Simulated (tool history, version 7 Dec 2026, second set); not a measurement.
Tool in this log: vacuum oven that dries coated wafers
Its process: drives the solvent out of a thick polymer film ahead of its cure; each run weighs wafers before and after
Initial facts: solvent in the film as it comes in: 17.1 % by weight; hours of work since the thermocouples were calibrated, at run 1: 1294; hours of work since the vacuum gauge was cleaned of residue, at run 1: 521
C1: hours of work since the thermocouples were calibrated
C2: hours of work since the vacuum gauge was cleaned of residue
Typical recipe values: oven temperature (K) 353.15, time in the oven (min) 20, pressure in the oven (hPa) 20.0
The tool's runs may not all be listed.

Run 1, hour 0.0: usual settings; C1 1294; C2 521. Result: solvent left in the film (%) 1.09.
Run 2, hour 51.9: usual settings; C1 1317; C2 544. Result: solvent left in the film (%) 1.09.
Run 3, hour 97.4: usual settings; C1 1337; C2 564. Result: solvent left in the film (%) 1.12.
Run 4, hour 145.3: usual settings but oven temperature (K) 354.15; C1 1358; C2 585. Result: solvent left in the film (%) 0.97.
Run 5, hour 189.5: usual settings but oven temperature (K) 354.15; C1 1378; C2 605. Result: solvent left in the film (%) 0.98.
Run 6, hour 218.1: usual settings but oven temperature (K) 354.15; C1 1391; C2 617. Result: solvent left in the film (%) 0.97.
Run 7, hour 274.5: usual settings but oven temperature (K) 342.15; C1 1415; C2 642. Result: solvent left in the film (%) 2.89.
At hour 325.8: oven's thermocouples calibrated.
Run 8, hour 335.3: usual settings; C1 4; C2 668. Result: solvent left in the film (%) 1.27.
Run 9, hour 367.8: usual settings; C1 19; C2 682. Result: solvent left in the film (%) 1.27.
At hour 374.5: vacuum gauge cleaned of residue and calibrated.
Run 10, hour 425.1: usual settings; C1 43; C2 22. Result: solvent left in the film (%) 1.28.
Run 11, hour 480.2: usual settings; C1 67; C2 47. Result: solvent left in the film (%) 1.25.
Run 12, hour 508.4: usual settings but oven temperature (K) 346.15; C1 80; C2 59. Result: solvent left in the film (%) 2.45.
Run 13, hour 532.7: usual settings but time in the oven (min) 16; C1 91; C2 70. Result: solvent left in the film (%) 1.73.
At hour 551.6: vacuum gauge cleaned of residue and calibrated, once more.
Run 14, hour 573.2: usual settings but time in the oven (min) 16; C1 108; C2 10. Result: solvent left in the film (%) 1.68.
Run 15, hour 619.3: usual settings but oven temperature (K) 342.15, time in the oven (min) 26, pressure in the oven (hPa) 37.4; C1 128; C2 30. Result: solvent left in the film (%) 3.31.
Run 16, hour 662.0: usual settings but oven temperature (K) 349.15, time in the oven (min) 22, pressure in the oven (hPa) 19.6; C1 147; C2 49. Result: solvent left in the film (%) 1.53.
Run 17, hour 695.5: usual settings but oven temperature (K) 349.15, time in the oven (min) 30, pressure in the oven (hPa) 79.0; C1 162; C2 63. Result: solvent left in the film (%) 3.63.
Run 18, hour 750.8: usual settings but oven temperature (K) 349.15, time in the oven (min) 23, pressure in the oven (hPa) 16.7; C1 186; C2 88. Result: solvent left in the film (%) 1.33.
Run 19, hour 803.9: usual settings but oven temperature (K) 342.15, time in the oven (min) 12, pressure in the oven (hPa) 23.9; C1 210; C2 111. Result: solvent left in the film (%) 5.63.
Run 20, hour 846.6: usual settings but time in the oven (min) 19, pressure in the oven (hPa) 36.8; C1 228; C2 130. Result: solvent left in the film (%) 1.90.
Run 21, hour 886.0: usual settings but time in the oven (min) 13, pressure in the oven (hPa) 56.8; C1 246; C2 148. Result: solvent left in the film (%) 3.48.

Results per run with the tool's hidden condition removed, run-to-run variation unchanged:
Hidden state at play: true wafer temperature over the reading, C; true pressure over the reading, kPa; drift of the gauge itself on solvent_pct, %.
run  solvent left in the film (%)
  1                          1.27
  2                          1.27
  3                          1.30
  4                          1.14
  5                          1.14
  6                          1.14
  7                          3.37
  8                          1.26
  9                          1.27
 10                          1.27
 11                          1.24
 12                          2.45
 13                          1.74
 14                          1.74
 15                          3.40
 16                          1.59
 17                          3.71
 18                          1.39
 19                          5.77
 20                          1.97
 21                          3.60

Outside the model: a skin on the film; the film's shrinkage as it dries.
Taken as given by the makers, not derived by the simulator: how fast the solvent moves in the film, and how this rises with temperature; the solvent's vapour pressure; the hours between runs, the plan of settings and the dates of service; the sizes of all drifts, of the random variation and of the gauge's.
